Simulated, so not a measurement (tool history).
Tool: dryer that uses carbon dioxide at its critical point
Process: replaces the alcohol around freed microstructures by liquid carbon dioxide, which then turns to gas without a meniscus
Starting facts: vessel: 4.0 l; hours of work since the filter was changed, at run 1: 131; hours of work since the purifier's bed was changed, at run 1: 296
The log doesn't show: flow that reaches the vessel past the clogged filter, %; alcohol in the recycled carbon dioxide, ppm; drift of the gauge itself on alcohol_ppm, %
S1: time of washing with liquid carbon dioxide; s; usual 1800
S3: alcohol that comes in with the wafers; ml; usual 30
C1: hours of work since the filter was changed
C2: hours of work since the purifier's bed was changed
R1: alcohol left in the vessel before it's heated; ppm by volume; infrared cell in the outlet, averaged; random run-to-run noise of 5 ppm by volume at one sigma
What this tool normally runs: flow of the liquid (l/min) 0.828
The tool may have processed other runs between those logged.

{"run": 1, "hour": 0.0, "S1": 1800, "flow of the liquid (l/min)": 0.828, "S3": 30, "C1": 131, "C2": 296, "R1": 105}
{"run": 2, "hour": 18.4, "S1": 1800, "flow of the liquid (l/min)": 0.828, "S3": 35, "C1": 143, "C2": 309, "R1": 107}
{"run": 3, "hour": 29.4, "S1": 1800, "flow of the liquid (l/min)": 0.828, "S3": 86, "C1": 150, "C2": 316, "R1": 144}
{"run": 4, "hour": 47.7, "S1": 1800, "flow of the liquid (l/min)": 0.828, "S3": 30, "C1": 163, "C2": 328, "R1": 108}
{"run": 5, "hour": 66.6, "S1": 1800, "flow of the liquid (l/min)": 0.828, "S3": 30, "C1": 175, "C2": 341, "R1": 113}
{"run": 6, "hour": 86.5, "S1": 1800, "flow of the liquid (l/min)": 0.828, "S3": 24, "C1": 188, "C2": 354, "R1": 118}
{"run": 7, "hour": 103.0, "S1": 1800, "flow of the liquid (l/min)": 0.828, "S3": 43, "C1": 199, "C2": 365, "R1": 126}
{"run": 8, "hour": 122.0, "S1": 1320, "flow of the liquid (l/min)": 0.828, "S3": 43, "C1": 212, "C2": 378, "R1": 273}
{"run": 9, "hour": 132.6, "S1": 1800, "flow of the liquid (l/min)": 0.828, "S3": 56, "C1": 219, "C2": 385, "R1": 138}
{"run": 10, "hour": 147.8, "S1": 1800, "flow of the liquid (l/min)": 0.828, "S3": 30, "C1": 229, "C2": 395, "R1": 134}
{"run": 11, "hour": 169.2, "S1": 1800, "flow of the liquid (l/min)": 0.828, "S3": 30, "C1": 243, "C2": 409, "R1": 135}
{"run": 12, "hour": 190.3, "S1": 1800, "flow of the liquid (l/min)": 0.828, "S3": 30, "C1": 258, "C2": 423, "R1": 137}
{"run": 13, "hour": 202.9, "S1": 1800, "flow of the liquid (l/min)": 0.828, "S3": 32, "C1": 266, "C2": 431, "R1": 140}
{"run": 14, "hour": 220.5, "S1": 1800, "flow of the liquid (l/min)": 0.828, "S3": 32, "C1": 278, "C2": 443, "R1": 155}
{"run": 15, "hour": 239.9, "S1": 1800, "flow of the liquid (l/min)": 0.828, "S3": 32, "C1": 291, "C2": 456, "R1": 145}
{"run": 16, "hour": 262.5, "S1": 1320, "flow of the liquid (l/min)": 0.828, "S3": 30, "C1": 306, "C2": 471, "R1": 233}
{"run": 17, "hour": 277.5, "S1": 1800, "flow of the liquid (l/min)": 0.828, "S3": 30, "C1": 316, "C2": 481, "R1": 155}
{"run": 18, "hour": 290.9, "S1": 1800, "flow of the liquid (l/min)": 0.828, "S3": 30, "C1": 324, "C2": 490, "R1": 150}
{"run": 19, "hour": 311.0, "S1": 1800, "flow of the liquid (l/min)": 0.828, "S3": 30, "C1": 338, "C2": 503, "R1": 164}
{"run": 20, "hour": 327.6, "S1": 1800, "flow of the liquid (l/min)": 0.828, "S3": 30, "C1": 349, "C2": 515, "R1": 147}
{"run": 21, "hour": 349.1, "S1": 1800, "flow of the liquid (l/min)": 0.828, "S3": 30, "C1": 363, "C2": 529, "R1": 163}
{"run": 22, "hour": 362.4, "S1": 1800, "flow of the liquid (l/min)": 0.828, "S3": 30, "C1": 372, "C2": 538, "R1": 179}
{"run": 23, "hour": 377.9, "S1": 1800, "flow of the liquid (l/min)": 0.828, "S3": 30, "C1": 382, "C2": 548, "R1": 166}
{"run": 24, "hour": 396.1, "S1": 1140, "flow of the liquid (l/min)": 0.774, "S3": 34, "C1": 395, "C2": 560, "R1": 467}
{"run": 25, "hour": 410.2, "S1": 1140, "flow of the liquid (l/min)": 0.774, "S3": 34, "C1": 404, "C2": 570, "R1": 473}
{"run": 26, "hour": 432.5, "S1": 1140, "flow of the liquid (l/min)": 0.774, "S3": 34, "C1": 419, "C2": 584, "R1": 487}
{"run": 27, "hour": 447.0, "S1": 1140, "flow of the liquid (l/min)": 0.774, "S3": 34, "C1": 429, "C2": 594, "R1": 488}
{"run": 28, "hour": 463.3, "S1": 1620, "flow of the liquid (l/min)": 0.795, "S3": 69, "C1": 439, "C2": 605, "R1": 312}
{"run": 29, "hour": 484.5, "S1": 2100, "flow of the liquid (l/min)": 1.341, "S3": 27, "C1": 454, "C2": 619, "R1": 144}
{"run": 30, "hour": 498.9, "S1": 2460, "flow of the liquid (l/min)": 1.266, "S3": 49, "C1": 463, "C2": 629, "R1": 155}
{"run": 31, "hour": 521.5, "S1": 2460, "flow of the liquid (l/min)": 0.708, "S3": 27, "C1": 478, "C2": 644, "R1": 169}
{"hour": 539.5, "done": "inlet filter changed"}
{"run": 32, "hour": 543.9, "S1": 1800, "flow of the liquid (l/min)": 0.584, "S3": 39, "C1": 3, "C2": 658, "R1": 329}
{"run": 33, "hour": 559.0, "S1": 1800, "flow of the liquid (l/min)": 1.111, "S3": 28, "C1": 13, "C2": 668, "R1": 166}
{"run": 34, "hour": 578.8, "S1": 1440, "flow of the liquid (l/min)": 0.622, "S3": 52, "C1": 26, "C2": 681, "R1": 571}
{"run": 35, "hour": 590.7, "S1": 1440, "flow of the liquid (l/min)": 0.912, "S3": 84, "C1": 34, "C2": 689, "R1": 292}
{"run": 36, "hour": 606.3, "S1": 1320, "flow of the liquid (l/min)": 0.839, "S3": 30, "C1": 45, "C2": 700, "R1": 261}
{"run": 37, "hour": 618.0, "S1": 2760, "flow of the liquid (l/min)": 0.828, "S3": 49, "C1": 52, "C2": 707, "R1": 182}
{"run": 38, "hour": 640.2, "S1": 1800, "flow of the liquid (l/min)": 0.761, "S3": 48, "C1": 67, "C2": 722, "R1": 221}
{"run": 39, "hour": 650.2, "S1": 1800, "flow of the liquid (l/min)": 0.566, "S3": 102, "C1": 74, "C2": 729, "R1": 654}
{"run": 40, "hour": 665.2, "S1": 1800, "flow of the liquid (l/min)": 0.848, "S3": 65, "C1": 84, "C2": 739, "R1": 217}
{"run": 41, "hour": 678.0, "S1": 1740, "flow of the liquid (l/min)": 0.848, "S3": 58, "C1": 92, "C2": 747, "R1": 228}
{"run": 42, "hour": 687.7, "S1": 1920, "flow of the liquid (l/min)": 0.9, "S3": 38, "C1": 99, "C2": 754, "R1": 193}
{"run": 43, "hour": 703.7, "S1": 1920, "flow of the liquid (l/min)": 0.9, "S3": 38, "C1": 109, "C2": 764, "R1": 195}
{"run": 44, "hour": 724.4, "S1": 2040, "flow of the liquid (l/min)": 0.836, "S3": 31, "C1": 123, "C2": 778, "R1": 197}
{"run": 45, "hour": 744.6, "S1": 1800, "flow of the liquid (l/min)": 0.847, "S3": 30, "C1": 137, "C2": 792, "R1": 205}
{"run": 46, "hour": 762.8, "S1": 1800, "flow of the liquid (l/min)": 0.847, "S3": 30, "C1": 149, "C2": 804, "R1": 218}

Consider 3 possible next runs. They are alternatives, not a sequence: every one starts from the tool as it was left by run 46. What does each give?
{"run": "A", "hour": 782.7, "S1": 2580, "flow of the liquid (l/min)": 0.847, "S3": 30, "C1": 162, "C2": 817, "R1": "?"}
{"run": "B", "hour": 782.7, "S1": 1080, "flow of the liquid (l/min)": 0.828, "S3": 30, "C1": 162, "C2": 817, "R1": "?"}
{"run": "C", "hour": 782.7, "S1": 2760, "flow of the liquid (l/min)": 0.889, "S3": 75, "C1": 162, "C2": 817, "R1": "?"}

run=A R1=197
run=B R1=432
run=C R1=207
Without the tool's unlogged condition, the same runs would have read:
run=A R1=7
run=B R1=217
run=C R1=14

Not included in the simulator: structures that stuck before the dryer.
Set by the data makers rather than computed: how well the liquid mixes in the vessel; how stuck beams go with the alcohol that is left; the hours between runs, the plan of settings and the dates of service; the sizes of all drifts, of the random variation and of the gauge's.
